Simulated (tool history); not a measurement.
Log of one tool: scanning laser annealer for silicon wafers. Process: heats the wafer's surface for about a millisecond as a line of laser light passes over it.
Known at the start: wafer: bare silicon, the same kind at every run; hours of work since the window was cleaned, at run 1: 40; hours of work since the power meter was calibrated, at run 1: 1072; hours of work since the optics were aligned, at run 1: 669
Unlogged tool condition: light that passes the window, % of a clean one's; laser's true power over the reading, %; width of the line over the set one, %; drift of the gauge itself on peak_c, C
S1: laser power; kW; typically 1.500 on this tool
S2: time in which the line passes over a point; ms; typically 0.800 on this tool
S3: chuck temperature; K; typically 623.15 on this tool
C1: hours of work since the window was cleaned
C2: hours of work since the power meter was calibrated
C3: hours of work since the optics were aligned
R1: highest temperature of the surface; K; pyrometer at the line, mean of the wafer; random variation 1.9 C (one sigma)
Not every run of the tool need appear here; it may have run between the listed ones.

run    hour     S1     S2      S3   C1    C2   C3       R1
  1     0.0  1.500  0.800  623.15   40  1072  669  1432.15
  2    40.5  1.500  0.800  623.15   69  1101  697  1426.15
       77.9  -- optics aligned, line set to its width
  3   112.1  1.500  0.800  623.15  116  1148   24  1448.15
  4   182.4  1.500  0.641  623.15  166  1198   74  1359.15
  5   223.7  1.500  0.800  623.15  195  1227  103  1437.15
  6   278.0  1.283  0.800  623.15  233  1265  142  1281.15
  7   329.8  1.283  0.800  623.15  270  1302  178  1279.15
  8   377.0  1.283  0.800  623.15  304  1335  212  1275.15
  9   448.9  1.283  0.800  623.15  354  1386  263  1273.15
 10   494.3  1.283  0.800  623.15  387  1419  295  1273.15
 11   532.1  1.500  0.800  623.15  413  1445  321  1423.15
 12   605.4  1.500  0.800  623.15  465  1497  373  1419.15
 13   646.8  1.500  0.935  623.15  495  1526  403  1478.15
 14   698.5  1.500  0.800  623.15  531  1563  439  1417.15
 15   755.0  1.500  0.800  623.15  571  1603  479  1408.15
 16   802.9  1.500  0.800  623.15  605  1637  513  1406.15
 17   869.4  1.500  0.800  623.15  652  1684  560  1405.15
 18   902.5  1.500  0.800  623.15  675  1707  584  1401.15
 19   948.5  1.599  0.800  623.15  708  1740  616  1471.15
 20  1005.2  1.599  0.800  623.15  748  1780  656  1466.15
     1023.1  -- window over the wafer cleaned
 21  1042.5  1.599  0.805  623.15   14  1805  681  1514.15
     1102.3  -- optics aligned, line set to its width
 22  1102.4  1.599  0.805  623.15   53  1844    0  1531.15
 23  1176.7  1.599  0.805  623.15  105  1897   53  1524.15
 24  1214.1  1.558  0.866  592.15  132  1923   79  1493.15
 25  1287.4  1.294  0.671  592.15  184  1975  131  1211.15
 26  1355.5  1.331  0.641  592.15  232  2023  179  1216.15
 27  1434.2  1.331  0.641  592.15  287  2079  235  1212.15
 28  1493.8  1.500  0.940  623.15  330  2121  277  1498.15
 29  1562.8  1.515  0.901  623.15  378  2170  326  1483.15
 30  1640.7  1.500  0.656  623.15  434  2225  381  1352.15
 31  1718.8  1.500  0.702  623.15  489  2280  436  1366.15
 32  1771.0  1.500  0.800  659.15  526  2317  473  1453.15
 33  1841.4  1.285  0.800  590.15  576  2367  523  1236.15
 34  1886.2  1.285  0.800  590.15  607  2399  555  1229.15
 35  1938.7  1.565  0.800  600.15  645  2436  592  1428.15
 36  1974.4  1.285  0.604  613.15  670  2461  617  1167.15
 37  2018.1  1.292  0.604  613.15  701  2492  648  1169.15
 38  2079.7  1.301  0.913  652.15  744  2536  692  1332.15
     2108.7  -- window over the wafer cleaned
     2124.4  -- optics aligned, line set to its width
 39  2127.8  1.301  0.887  652.15   10  2565    2  1379.15
 40  2178.4  1.301  0.887  652.15   46  2601   38  1373.15

Consider 4 possible next runs. They are alternatives, not a sequence: every one starts from the tool as it was left by run 40. What does each give?
  A  2249.3  1.468  0.653  652.15  96  2651  88   ?
  B  2249.3  1.514  0.887  652.15  96  2651  88   ?
  C  2249.3  1.301  0.947  652.15  96  2651  88   ?
  D  2249.3  1.500  0.849  623.15  96  2651  88   ?

run       R1
  A  1381.15
  B  1534.15
  C  1395.15
  D  1473.15
Without the tool's hidden state the same runs would have given:
run       R1
  A  1384.15
  B  1537.15
  C  1398.15
  D  1476.15
